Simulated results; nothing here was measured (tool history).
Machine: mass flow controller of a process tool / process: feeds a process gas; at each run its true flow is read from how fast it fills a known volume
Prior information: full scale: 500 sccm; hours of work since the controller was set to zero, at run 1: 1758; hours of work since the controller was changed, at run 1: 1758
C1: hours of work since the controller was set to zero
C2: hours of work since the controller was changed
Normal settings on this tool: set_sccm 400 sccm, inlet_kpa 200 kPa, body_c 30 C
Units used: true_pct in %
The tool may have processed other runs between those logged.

{"run": 1, "day": 0.0, "set_sccm": 400, "inlet_kpa": 200, "body_c": 30, "C1": 1758, "C2": 1758, "true_pct": 100.19}
{"run": 2, "day": 14.825, "set_sccm": 400, "inlet_kpa": 200, "body_c": 30, "C1": 1894, "C2": 1894, "true_pct": 100.05}
{"run": 3, "day": 22.246, "set_sccm": 400, "inlet_kpa": 200, "body_c": 30, "C1": 1962, "C2": 1962, "true_pct": 100.13}
{"run": 4, "day": 37.167, "set_sccm": 56, "inlet_kpa": 200, "body_c": 30, "C1": 2100, "C2": 2100, "true_pct": 99.46}
{"run": 5, "day": 52.246, "set_sccm": 56, "inlet_kpa": 200, "body_c": 30, "C1": 2238, "C2": 2238, "true_pct": 99.34}
{"run": 6, "day": 64.038, "set_sccm": 59, "inlet_kpa": 200, "body_c": 30, "C1": 2347, "C2": 2347, "true_pct": 99.19}
{"run": 7, "day": 79.221, "set_sccm": 59, "inlet_kpa": 200, "body_c": 30, "C1": 2487, "C2": 2487, "true_pct": 99.28}
{"run": 8, "day": 96.833, "set_sccm": 59, "inlet_kpa": 200, "body_c": 30, "C1": 2649, "C2": 2649, "true_pct": 99.42}
{"run": 9, "day": 112.712, "set_sccm": 400, "inlet_kpa": 200, "body_c": 32, "C1": 2795, "C2": 2795, "true_pct": 100.19}
{"run": 10, "day": 121.638, "set_sccm": 400, "inlet_kpa": 200, "body_c": 28, "C1": 2877, "C2": 2877, "true_pct": 99.84}
{"run": 11, "day": 131.546, "set_sccm": 400, "inlet_kpa": 200, "body_c": 28, "C1": 2968, "C2": 2968, "true_pct": 99.79}
{"run": 12, "day": 145.129, "set_sccm": 400, "inlet_kpa": 200, "body_c": 28, "C1": 3093, "C2": 3093, "true_pct": 99.85}
{"run": 13, "day": 159.817, "set_sccm": 400, "inlet_kpa": 200, "body_c": 30, "C1": 3228, "C2": 3228, "true_pct": 99.94}
{"run": 14, "day": 171.496, "set_sccm": 400, "inlet_kpa": 200, "body_c": 30, "C1": 3336, "C2": 3336, "true_pct": 99.98}
{"run": 15, "day": 181.717, "set_sccm": 64, "inlet_kpa": 166, "body_c": 35, "C1": 3430, "C2": 3430, "true_pct": 99.27}
{"run": 16, "day": 193.488, "set_sccm": 64, "inlet_kpa": 166, "body_c": 35, "C1": 3538, "C2": 3538, "true_pct": 99.45}
{"run": 17, "day": 203.375, "set_sccm": 64, "inlet_kpa": 166, "body_c": 35, "C1": 3629, "C2": 3629, "true_pct": 99.3}
{"run": 18, "day": 215.15, "set_sccm": 284, "inlet_kpa": 151, "body_c": 21, "C1": 3738, "C2": 3738, "true_pct": 98.58}
{"run": 19, "day": 232.671, "set_sccm": 91, "inlet_kpa": 151, "body_c": 21, "C1": 3899, "C2": 3899, "true_pct": 98}
{"run": 20, "day": 248.704, "set_sccm": 141, "inlet_kpa": 185, "body_c": 31, "C1": 4046, "C2": 4046, "true_pct": 99.23}
{"run": 21, "day": 263.233, "set_sccm": 227, "inlet_kpa": 150, "body_c": 39, "C1": 4180, "C2": 4180, "true_pct": 99.83}
{"run": 22, "day": 280.308, "set_sccm": 227, "inlet_kpa": 150, "body_c": 39, "C1": 4337, "C2": 4337, "true_pct": 99.73}
{"run": 23, "day": 294.171, "set_sccm": 400, "inlet_kpa": 244, "body_c": 30, "C1": 4465, "C2": 4465, "true_pct": 100.05}
{"run": 24, "day": 307.546, "set_sccm": 400, "inlet_kpa": 164, "body_c": 21, "C1": 4588, "C2": 4588, "true_pct": 98.67}
{"run": 25, "day": 316.842, "set_sccm": 175, "inlet_kpa": 164, "body_c": 24, "C1": 4673, "C2": 4673, "true_pct": 98.47}

5 ways to go on from here, each from the tool as it stands after run 25. What would each give?
{"run": "A", "day": 330.096, "set_sccm": 102, "inlet_kpa": 273, "body_c": 23, "C1": 4795, "C2": 4795, "true_pct": "?"}
{"run": "B", "day": 330.096, "set_sccm": 400, "inlet_kpa": 270, "body_c": 30, "C1": 4795, "C2": 4795, "true_pct": "?"}
{"run": "C", "day": 330.096, "set_sccm": 175, "inlet_kpa": 164, "body_c": 32, "C1": 4795, "C2": 4795, "true_pct": "?"}
{"run": "D", "day": 330.096, "set_sccm": 69, "inlet_kpa": 214, "body_c": 32, "C1": 4795, "C2": 4795, "true_pct": "?"}
{"run": "E", "day": 330.096, "set_sccm": 175, "inlet_kpa": 164, "body_c": 28, "C1": 4795, "C2": 4795, "true_pct": "?"}

run=A true_pct=98.91
run=B true_pct=100.14
run=C true_pct=99.04
run=D true_pct=99.03
run=E true_pct=98.89
Without the tool's unlogged condition, the same runs would have read:
run=A true_pct=99.42
run=B true_pct=100.67
run=C true_pct=99.56
run=D true_pct=99.54
run=E true_pct=99.41
